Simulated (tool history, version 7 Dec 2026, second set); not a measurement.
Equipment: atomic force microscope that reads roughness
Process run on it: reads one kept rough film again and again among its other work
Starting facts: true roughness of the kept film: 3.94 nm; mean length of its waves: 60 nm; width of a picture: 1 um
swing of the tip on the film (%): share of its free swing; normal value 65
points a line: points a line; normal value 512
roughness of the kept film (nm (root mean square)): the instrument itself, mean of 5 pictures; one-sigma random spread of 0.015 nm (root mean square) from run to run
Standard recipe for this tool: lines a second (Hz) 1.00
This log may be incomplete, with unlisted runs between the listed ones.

run   hour  lines a second (Hz)  swing of the tip on the film (%)  points a line  roughness of the kept film (nm (root mean square))
  1    0.0                 1.00                                65            512                                               3.583
  2   11.1                 1.00                                65            512                                               3.553
  3   24.6                 1.00                                65            512                                               3.516
  4   42.2                 1.00                                65            512                                               3.507
  5   53.8                 1.00                                65            512                                               3.528
  6   63.6                 1.00                                65            512                                               3.489
  7   78.8                 1.00                                65            512                                               3.483
      89.3  -- new tip fitted
  8   91.3                 1.00                                65            338                                               3.712
  9  102.7                 1.00                                65            338                                               3.714
 10  119.5                 1.00                                65            338                                               3.683
 11  130.5                 1.00                                65            338                                               3.684
 12  138.6                 1.00                                65            338                                               3.665
 13  147.7                 1.00                                65            512                                               3.661
 14  162.8                 1.00                                65            512                                               3.617
 15  172.5                 2.02                                65            512                                               3.535
 16  183.6                 2.02                                65            512                                               3.495
 17  191.8                 2.02                                65            512                                               3.482
 18  201.7                 2.02                                65            512                                               3.487
 19  219.0                 2.02                                65            512                                               3.446
 20  234.5                 2.02                                65            512                                               3.439
 21  244.2                 2.02                                65            512                                               3.438
 22  260.4                 0.63                                65            512                                               3.568
 23  271.0                 0.63                                65            512                                               3.562
     273.7  -- height scale calibrated on a step standard
 24  283.0                 1.00                                65            365                                               3.482
 25  295.1                 1.00                                65            365                                               3.454
     305.5  -- new tip fitted
 26  308.1                 0.68                                65            512                                               3.769
     315.8  -- height scale calibrated on a step standard, once more
 27  323.3                 1.07                                85            512                                               3.473
 28  332.4                 0.61                                84            563                                               3.589
 29  349.4                 0.61                                84            563                                               3.597
 30  358.9                 0.78                                59            512                                               3.717
 31  371.0                 3.54                                59            307                                               3.498
 32  387.7                 0.76                                57            307                                               3.695
 33  396.4                 0.76                                57            307                                               3.669
 34  410.6                 0.76                                57            307                                               3.681
 35  423.6                 1.62                                65            512                                               3.523
 36  435.5                 1.00                                63            926                                               3.567
 37  446.8                 1.00                                63            926                                               3.585
 38  460.4                 1.06                                65            512                                               3.552
 39  477.3                 1.06                                65            512                                               3.496
 40  492.8                 1.06                                65            512                                               3.498
 41  508.5                 1.00                                65            822                                               3.465
 42  520.7                 0.51                                85            868                                               3.426
     522.0  -- new tip fitted
 43  532.1                 1.00                                78            778                                               3.602
 44  548.4                 1.00                                78            778                                               3.566
 45  561.9                 2.38                                64            303                                               3.527
 46  579.2                 3.94                                80            287                                               2.932
 47  589.7                 1.00                                76            711                                               3.533
 48  604.4                 1.50                                82            262                                               3.305
 49  616.1                 3.40                                61            811                                               3.406
 50  626.4                 3.40                                61            811                                               3.394
 51  642.2                 0.76                                68            603                                               3.564

The same runs without the tool's hidden state, with the same run-to-run variation:
Hidden state present: radius of the tip, nm; height scale over the true one, %; drift of the gauge itself on roughness_nm, %.
run  roughness of the kept film (nm (root mean square))
  1                                               3.748
  2                                               3.730
  3                                               3.708
  4                                               3.721
  5                                               3.758
  6                                               3.730
  7                                               3.744
  8                                               3.717
  9                                               3.733
 10                                               3.724
 11                                               3.739
 12                                               3.731
 13                                               3.738
 14                                               3.713
 15                                               3.639
 16                                               3.612
 17                                               3.609
 18                                               3.627
 19                                               3.608
 20                                               3.620
 21                                               3.630
 22                                               3.787
 23                                               3.794
 24                                               3.720
 25                                               3.706
 26                                               3.763
 27                                               3.502
 28                                               3.631
 29                                               3.659
 30                                               3.793
 31                                               3.585
 32                                               3.808
 33                                               3.792
 34                                               3.823
 35                                               3.676
 36                                               3.738
 37                                               3.771
 38                                               3.751
 39                                               3.714
 40                                               3.737
 41                                               3.721
 42                                               3.695
 43                                               3.626
 44                                               3.612
 45                                               3.590
 46                                               3.004
 47                                               3.631
 48                                               3.416
 49                                               3.535
 50                                               3.536
 51                                               3.735
